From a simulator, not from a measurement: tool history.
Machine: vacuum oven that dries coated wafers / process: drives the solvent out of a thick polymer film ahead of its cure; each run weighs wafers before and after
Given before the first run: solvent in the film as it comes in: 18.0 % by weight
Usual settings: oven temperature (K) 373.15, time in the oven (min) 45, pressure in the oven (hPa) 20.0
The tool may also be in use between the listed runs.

run,hour,oven temperature (K),time in the oven (min),pressure in the oven (hPa),solvent left in the film (%)
1,0.0,373.15,45,20.0,2.42
2,24.4,373.15,45,20.0,2.44
3,52.3,373.15,45,20.0,2.17
4,74.9,373.15,45,20.0,2.16
5,113.6,362.15,45,20.0,4.46
6,143.0,362.15,45,20.0,4.51
7,169.0,362.15,45,20.0,4.45
8,185.4,362.15,45,20.0,4.50
9,223.9,362.15,45,20.0,4.50
10,245.6,362.15,45,20.0,4.51
11,263.0,373.15,45,20.0,2.23
12,284.6,373.15,45,20.0,2.25
13,322.2,360.15,45,20.0,5.09
14,339.3,360.15,45,20.0,5.13
15,372.7,371.15,32,75.0,7.33
16,391.7,373.15,59,13.1,1.37
17,413.0,360.15,78,20.0,3.37
18,450.4,360.15,78,20.0,3.39
19,469.1,360.15,78,20.0,3.42
20,498.2,372.15,78,56.3,4.39
21,532.5,387.15,29,25.9,1.60
22,559.2,376.15,31,12.2,2.30
23,597.5,376.15,31,12.2,2.31
24,634.2,376.15,31,12.2,2.33
25,657.6,376.15,31,12.2,2.35
26,682.4,376.15,31,12.2,2.34
27,707.7,376.15,31,12.2,2.35

Taken out of this log: 1 entry between the listed runs. Where each belongs, and how the hidden state differs across it:
Runs 2 to 3: oven's thermocouples calibrated (hour 31.7)
  true wafer temperature over the reading, C: -1.57 -> 0.26; true pressure over the reading, kPa: 0.132 -> 0.137
  measured value less the no-hidden-state value, solvent left in the film (%): +0.34 -> +0.06
